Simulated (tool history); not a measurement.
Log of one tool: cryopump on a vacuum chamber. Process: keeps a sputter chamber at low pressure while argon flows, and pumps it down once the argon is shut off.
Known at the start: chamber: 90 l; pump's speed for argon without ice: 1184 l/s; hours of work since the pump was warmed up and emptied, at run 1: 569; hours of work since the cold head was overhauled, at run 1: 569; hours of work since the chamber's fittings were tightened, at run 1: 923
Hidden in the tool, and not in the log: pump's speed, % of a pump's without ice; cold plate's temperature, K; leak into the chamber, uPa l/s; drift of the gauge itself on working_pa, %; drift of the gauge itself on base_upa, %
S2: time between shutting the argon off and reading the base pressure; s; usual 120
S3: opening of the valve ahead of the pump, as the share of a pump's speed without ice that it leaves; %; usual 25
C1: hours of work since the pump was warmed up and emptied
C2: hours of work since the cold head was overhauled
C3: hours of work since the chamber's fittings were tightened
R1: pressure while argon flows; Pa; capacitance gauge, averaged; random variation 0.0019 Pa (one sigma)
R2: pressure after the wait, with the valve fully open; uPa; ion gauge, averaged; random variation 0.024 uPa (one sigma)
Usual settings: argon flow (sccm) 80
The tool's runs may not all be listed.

run 1 hour=0 | argon_flow_(sccm)=80 S2=120 S3=25 | C1=569 C2=569 C3=923 | R1=0.4889 R2=4.56
run 2 hour=32.2 | argon_flow_(sccm)=80 S2=120 S3=25 | C1=595 C2=595 C3=949 | R1=0.493 R2=4.73
run 3 hour=64.9 | argon_flow_(sccm)=80 S2=120 S3=25 | C1=622 C2=622 C3=976 | R1=0.4951 R2=4.87
run 4 hour=110.4 | argon_flow_(sccm)=80 S2=288 S3=25 | C1=659 C2=659 C3=1013 | R1=0.4966 R2=4.85
run 5 hour=132.8 | argon_flow_(sccm)=80 S2=120 S3=57 | C1=677 C2=677 C3=1031 | R1=0.2424 R2=5.21
run 6 hour=166.9 | argon_flow_(sccm)=37 S2=120 S3=25 | C1=705 C2=705 C3=1059 | R1=0.2316 R2=5.28
run 7 hour=208.9 | argon_flow_(sccm)=37 S2=120 S3=25 | C1=740 C2=740 C3=1094 | R1=0.2346 R2=5.65
run 8 hour=234.4 | argon_flow_(sccm)=37 S2=120 S3=25 | C1=761 C2=761 C3=1115 | R1=0.2353 R2=5.74
-- hour=244.6 leaking fittings of the chamber tightened, without venting
run 9 hour=288.9 | argon_flow_(sccm)=55 S2=120 S3=25 | C1=804 C2=804 C3=36 | R1=0.3512 R2=1.21
-- hour=305.5 pump warmed up, emptied and cooled again
run 10 hour=330.3 | argon_flow_(sccm)=80 S2=120 S3=25 | C1=20 C2=833 C3=66 | R1=0.4595 R2=1.14
run 11 hour=357.5 | argon_flow_(sccm)=80 S2=120 S3=25 | C1=43 C2=856 C3=88 | R1=0.4623 R2=1.13
run 12 hour=402.2 | argon_flow_(sccm)=154 S2=120 S3=25 | C1=79 C2=892 C3=125 | R1=0.8942 R2=1.28
run 13 hour=446.6 | argon_flow_(sccm)=154 S2=120 S3=25 | C1=116 C2=929 C3=161 | R1=0.8915 R2=1.39
run 14 hour=476.2 | argon_flow_(sccm)=38 S2=152 S3=56 | C1=140 C2=953 C3=186 | R1=0.1019 R2=1.4
run 15 hour=499.7 | argon_flow_(sccm)=109 S2=50 S3=21 | C1=159 C2=972 C3=205 | R1=0.7531 R2=2.49
run 16 hour=545.6 | argon_flow_(sccm)=109 S2=50 S3=21 | C1=197 C2=1010 C3=243 | R1=0.7643 R2=2.58
run 17 hour=597.5 | argon_flow_(sccm)=40 S2=78 S3=21 | C1=239 C2=1052 C3=285 | R1=0.2789 R2=2.19
run 18 hour=632.5 | argon_flow_(sccm)=40 S2=78 S3=21 | C1=268 C2=1081 C3=314 | R1=0.2804 R2=2.29
run 19 hour=658.8 | argon_flow_(sccm)=40 S2=78 S3=21 | C1=290 C2=1103 C3=335 | R1=0.2799 R2=2.39
run 20 hour=684.9 | argon_flow_(sccm)=55 S2=284 S3=16 | C1=311 C2=1124 C3=357 | R1=0.509 R2=1.72
run 21 hour=718.6 | argon_flow_(sccm)=47 S2=79 S3=25 | C1=338 C2=1152 C3=384 | R1=0.281 R2=2.54
run 22 hour=747.4 | argon_flow_(sccm)=80 S2=98 S3=59 | C1=362 C2=1175 C3=408 | R1=0.2179 R2=2.58
run 23 hour=783.8 | argon_flow_(sccm)=80 S2=98 S3=59 | C1=392 C2=1205 C3=438 | R1=0.2192 R2=2.64
run 24 hour=822.8 | argon_flow_(sccm)=80 S2=98 S3=59 | C1=424 C2=1237 C3=470 | R1=0.2224 R2=2.62

Forecast run 25:
run 25 hour=869.6 | argon_flow_(sccm)=86 S2=28 S3=17 | C1=462 C2=1275 C3=508 | R1=? R2=?

R1: 0.7598 Pa
R2: 4.88 uPa
Without the tool's hidden state the same run would have given R1 0.7263 Pa, R2 2.97 uPa.
